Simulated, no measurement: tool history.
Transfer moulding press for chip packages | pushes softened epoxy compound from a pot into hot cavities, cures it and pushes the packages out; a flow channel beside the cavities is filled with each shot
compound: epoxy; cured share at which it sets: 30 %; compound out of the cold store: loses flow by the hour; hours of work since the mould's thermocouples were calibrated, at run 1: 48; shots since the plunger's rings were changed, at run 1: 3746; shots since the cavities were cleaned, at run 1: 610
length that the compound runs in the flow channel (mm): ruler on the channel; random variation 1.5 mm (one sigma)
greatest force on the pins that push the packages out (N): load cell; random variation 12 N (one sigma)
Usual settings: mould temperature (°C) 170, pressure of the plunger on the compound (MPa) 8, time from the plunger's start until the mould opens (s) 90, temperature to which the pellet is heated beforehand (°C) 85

run	hour	mould temperature (°C)	pressure of the plunger on the compound (MPa)	time from the plunger's start until the mould opens (s)	temperature to which the pellet is heated beforehand (°C)	hours of work since the mould's thermocouples were calibrated	shots since the plunger's rings were changed	shots since the cavities were cleaned	incoming compound's hours out of the cold store	length that the compound runs in the flow channel (mm)	greatest force on the pins that push the packages out (N)
1	0	170	8	90	85	48	3746	610	16.5	805	877
2	13.1	172	8	90	85	54	3863	727	22.8	781	725
# hour 25: cavities cleaned with cleaning compound and waxed
3	25	170	8	90	87	58	3957	0	33.7	770	1049
4	34.5	177	8	90	87	62	4042	85	12.5	778	661
5	48.1	177	8	90	87	68	4163	206	21.4	762	648
# hour 59.5: plunger's sealing rings changed
6	60.1	162	8	90	85	72	6	292	33.5	835	1894
# hour 67.1: cavities cleaned with cleaning compound and waxed, once more
7	74.5	162	8	105	85	77	122	67	15.6	871	811
8	85.7	170	8	90	84	82	222	167	45	770	652
9	105.9	170	8	90	84	90	403	348	30.8	799	763
10	117.2	170	8	90	85	95	504	449	34.2	792	801
11	129.4	170	8	90	85	100	614	559	23	813	871
12	140.8	170	8	90	85	104	716	661	33.4	791	863
13	156.9	170	8	90	85	111	860	805	16.9	823	900
# hour 160.3: cavities cleaned with cleaning compound and waxed
14	176.1	170	8	90	85	118	1019	142	39.2	777	668
15	192	175	8.43	86	84	125	1162	285	37.3	783	540
16	210.2	170	8.63	103	85	132	1325	448	17.1	852	588
17	229.7	170	8.63	103	85	141	1500	623	23.3	838	644
18	242	170	8.63	103	85	146	1610	733	23.8	835	634
# hour 253.9: cavities cleaned with cleaning compound and waxed
19	259.7	170	8	71	85	152	1755	52	15.2	818	1127
20	279.1	163	8	90	90	160	1929	226	24.4	835	1244
21	288.3	162	8	90	92	164	2011	308	17.1	853	1417
22	303.8	170	9.74	90	85	171	2150	447	40.4	851	811
23	314.5	165	8	90	85	175	2246	543	24.2	824	1285
24	331.2	177	6.95	70	81	182	2396	693	38.4	698	1006
# hour 347.8: cavities cleaned with cleaning compound and waxed
25	349.4	177	6.95	70	81	189	2546	14	15.6	732	696
26	357.9	172	6.29	84	89	192	2622	90	11.8	723	648
27	374.9	168	6.29	84	85	199	2775	243	46.3	679	976

5 ways to go on from here, each from the tool as it stands after run 27. What would each give?
A	384.7	168	7.72	84	85	203	2862	330	41.4	?	?
B	384.7	170	8	96	85	203	2862	330	17.5	?	?
C	384.7	169	8	88	85	203	2862	330	22.5	?	?
D	384.7	172	7.98	84	83	203	2862	330	19.4	?	?
E	384.7	168	6.77	84	81	203	2862	330	36.8	?	?

run	length that the compound runs in the flow channel (mm)	greatest force on the pins that push the packages out (N)
A	763	1029
B	812	658
C	805	906
D	799	836
E	722	1063
Without the tool's hidden state the same runs would have given:
run	length that the compound runs in the flow channel (mm)	greatest force on the pins that push the packages out (N)
A	777	736
B	827	469
C	820	650
D	814	599
E	735	763
